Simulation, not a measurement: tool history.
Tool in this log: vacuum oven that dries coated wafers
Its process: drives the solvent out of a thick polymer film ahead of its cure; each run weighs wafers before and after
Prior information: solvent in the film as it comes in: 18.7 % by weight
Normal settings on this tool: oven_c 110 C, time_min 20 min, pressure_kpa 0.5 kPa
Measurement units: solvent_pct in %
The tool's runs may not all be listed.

Run 1, day 0: usual settings. Result: solvent_pct 1.65 %.
Run 2, day 2.171: usual settings. Result: solvent_pct 1.65 %.
Run 3, day 3.796: usual settings. Result: solvent_pct 1.64 %.
Run 4, day 5.388: usual settings but oven_c 98 C. Result: solvent_pct 5.56 %.
Run 5, day 6.517: usual settings but oven_c 98 C, pressure_kpa 0.591 kPa. Result: solvent_pct 5.63 %.
Run 6, day 8.225: usual settings but pressure_kpa 0.971 kPa. Result: solvent_pct 1.93 %.
Run 7, day 9.721: usual settings but pressure_kpa 1.217 kPa. Result: solvent_pct 2.08 %.
At day 10.679: oven's thermocouples calibrated.
Run 8, day 12.308: usual settings but pressure_kpa 1.217 kPa. Result: solvent_pct 2.77 %.
Run 9, day 14.021: usual settings but pressure_kpa 1.217 kPa. Result: solvent_pct 2.75 %.
Run 10, day 16.583: usual settings but pressure_kpa 1.217 kPa. Result: solvent_pct 2.77 %.
Run 11, day 18.783: usual settings but pressure_kpa 1.217 kPa. Result: solvent_pct 2.76 %.
Run 12, day 20.196: usual settings but pressure_kpa 1.217 kPa. Result: solvent_pct 2.79 %.
Run 13, day 22.617: usual settings but pressure_kpa 1.217 kPa. Result: solvent_pct 2.73 %.
Run 14, day 25.167: usual settings but pressure_kpa 1.217 kPa. Result: solvent_pct 2.75 %.
Run 15, day 27: usual settings but pressure_kpa 1.217 kPa. Result: solvent_pct 2.75 %.
Run 16, day 28.179: usual settings but pressure_kpa 1.217 kPa. Result: solvent_pct 2.76 %.
Run 17, day 29.579: usual settings but pressure_kpa 1.217 kPa. Result: solvent_pct 2.74 %.
Run 18, day 30.767: usual settings. Result: solvent_pct 2.27 %.
Run 19, day 32.575: usual settings. Result: solvent_pct 2.28 %.
Run 20, day 34.883: usual settings. Result: solvent_pct 2.28 %.
Run 21, day 35.958: usual settings. Result: solvent_pct 2.27 %.
Run 22, day 38.525: usual settings. Result: solvent_pct 2.27 %.
Run 23, day 40.583: usual settings but pressure_kpa 0.825 kPa. Result: solvent_pct 2.46 %.
Run 24, day 41.95: usual settings. Result: solvent_pct 2.25 %.
Run 25, day 44.433: usual settings but oven_c 123 C, pressure_kpa 0.751 kPa. Result: solvent_pct 0.52 %.
Run 26, day 46.112: usual settings but time_min 18 min, pressure_kpa 1.558 kPa. Result: solvent_pct 3.33 %.
Run 27, day 47.654: usual settings but time_min 28 min. Result: solvent_pct 1.24 %.
Run 28, day 49.938: usual settings but oven_c 112 C, pressure_kpa 1.779 kPa. Result: solvent_pct 2.52 %.
At day 50.117: vacuum gauge cleaned of residue and calibrated.
Run 29, day 52.275: usual settings but oven_c 112 C, pressure_kpa 1.779 kPa. Result: solvent_pct 2.57 %.
At day 54.217: vacuum gauge cleaned of residue and calibrated, once more.
Run 30, day 54.238: usual settings but oven_c 112 C, pressure_kpa 1.779 kPa. Result: solvent_pct 2.36 %.
Run 31, day 56.283: usual settings but oven_c 99 C, time_min 18 min, pressure_kpa 0.685 kPa. Result: solvent_pct 6.6 %.
Run 32, day 57.979: usual settings but time_min 23 min. Result: solvent_pct 1.58 %.
Run 33, day 60.092: usual settings but oven_c 101 C, time_min 11 min, pressure_kpa 0.287 kPa. Result: solvent_pct 8.14 %.
Run 34, day 61.508: usual settings but oven_c 101 C, time_min 11 min, pressure_kpa 0.287 kPa. Result: solvent_pct 8.12 %.
Run 35, day 62.629: usual settings but oven_c 120 C, time_min 24 min, pressure_kpa 1.098 kPa. Result: solvent_pct 0.67 %.
Run 36, day 63.838: usual settings but oven_c 109 C, time_min 29 min, pressure_kpa 0.882 kPa. Result: solvent_pct 1.45 %.
Run 37, day 65.008: usual settings but oven_c 109 C, time_min 29 min, pressure_kpa 0.882 kPa. Result: solvent_pct 1.42 %.
Run 38, day 66.058: usual settings but time_min 11 min, pressure_kpa 0.356 kPa. Result: solvent_pct 4.77 %.
Run 39, day 67.096: usual settings but time_min 35 min, pressure_kpa 0.489 kPa. Result: solvent_pct 0.73 %.
Run 40, day 69.375: usual settings but time_min 18 min, pressure_kpa 0.268 kPa. Result: solvent_pct 2.3 %.
Run 41, day 70.938: usual settings but time_min 18 min, pressure_kpa 0.268 kPa. Result: solvent_pct 2.34 %.
Run 42, day 72.383: usual settings but time_min 18 min, pressure_kpa 0.268 kPa. Result: solvent_pct 2.31 %.
Run 43, day 74.612: usual settings but oven_c 96 C, time_min 19 min, pressure_kpa 1.989 kPa. Result: solvent_pct 8.33 %.
Run 44, day 76.042: usual settings but oven_c 98 C, time_min 14 min, pressure_kpa 0.265 kPa. Result: solvent_pct 7.98 %.
Run 45, day 77.717: usual settings but oven_c 98 C, time_min 14 min, pressure_kpa 0.265 kPa. Result: solvent_pct 7.91 %.
Run 46, day 79.1: usual settings but oven_c 98 C, time_min 15 min, pressure_kpa 0.314 kPa. Result: solvent_pct 7.61 %.
Run 47, day 80.796: usual settings but oven_c 123 C. Result: solvent_pct 0.36 %.
Run 48, day 81.983: usual settings but oven_c 123 C. Result: solvent_pct 0.36 %.

Had the tool no unlogged condition, and each run kept its random variation, what would the results have been?
The tool's hidden condition here consists of: true wafer temperature over the reading, C; true pressure over the reading, kPa; drift of the gauge itself on solvent_pct, %.
run  solvent_pct
  1         2.22
  2         2.22
  3         2.21
  4         6.49
  5         6.57
  6         2.52
  7         2.68
  8         2.66
  9         2.65
 10         2.68
 11         2.67
 12          2.7
 13         2.65
 14         2.68
 15         2.68
 16         2.69
 17         2.68
 18         2.22
 19         2.23
 20         2.23
 21         2.23
 22         2.23
 23         2.43
 24         2.22
 25         0.45
 26         3.32
 27         1.18
 28          2.5
 29         2.49
 30         2.48
 31         6.81
 32          1.7
 33         8.35
 34         8.34
 35         0.69
 36         1.55
 37         1.51
 38         5.02
 39         0.77
 40         2.49
 41         2.53
 42         2.51
 43         8.63
 44         8.26
 45         8.21
 46         7.92
 47         0.34
 48         0.35
